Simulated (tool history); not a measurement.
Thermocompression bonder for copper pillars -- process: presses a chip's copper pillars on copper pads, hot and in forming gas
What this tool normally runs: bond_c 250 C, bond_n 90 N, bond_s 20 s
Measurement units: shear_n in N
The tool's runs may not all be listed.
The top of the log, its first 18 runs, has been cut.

run   hour  bond_c  bond_n  bond_s  hours of work since the heater was calibrated  hours of work since the force cell was calibrated  hours of work since the gas filter was changed  shear_n
 19  432.4     254      90      44                                            449                                                954                                             126    119.9
 20  448.5     254      81      44                                            456                                                961                                             134    112.9
 21  482.3     237      90      20                                            472                                                977                                             149     81.2
 22  505.9     250      56      42                                            483                                                988                                             160     85.1
 23  535.7     222      66      13                                            497                                               1001                                             174     42.2
 24  565.8     222      67      13                                            510                                               1015                                             188     42.4
 25  599.4     237      67      13                                            526                                               1031                                             203     55.0
 26  618.8     237      67      13                                            535                                               1040                                             212     54.4
 27  646.5     250      74      20                                            548                                               1053                                             225     80.1
 28  663.7     270      74      34                                            556                                               1061                                             233    114.8
 29  693.9     250     117      39                                            570                                               1075                                             247    123.8
 30  721.9     271     108      39                                            583                                               1087                                             260    135.9
 31  748.9     229      59      24                                            595                                               1100                                             272     55.5
 32  768.0     229      59      24                                            604                                               1109                                             281     57.7
 33  792.8     257      97      43                                            615                                               1120                                             292    125.7
 34  822.9     257      97      43                                            629                                               1134                                             306    125.5
     836.2  -- force cell calibrated
 35  846.0     257      97      43                                            639                                                  5                                             316    128.4
 36  872.4     257     122      21                                            651                                                 17                                             328    120.2
 37  904.2     257     122      21                                            666                                                 31                                             343    120.2
 38  927.7     250      90      20                                            677                                                 42                                             354     95.1
 39  953.6     226     128      23                                            689                                                 54                                             366     95.2

What if the next run were any one of these 4? Each begins from the tool's condition after run 39:
  A  984.2     230      90      10                                            703                                                 68                                             380        ?
  B  984.2     251      90      20                                            703                                                 68                                             380        ?
  C  984.2     243      90      38                                            703                                                 68                                             380        ?
  D  984.2     250      84      20                                            703                                                 68                                             380        ?

run  shear_n
  A     58.7
  B     94.3
  C    107.5
  D     90.6
Without the tool's hidden state the same runs would have given:
run  shear_n
  A     57.0
  B     93.2
  C    106.6
  D     89.3
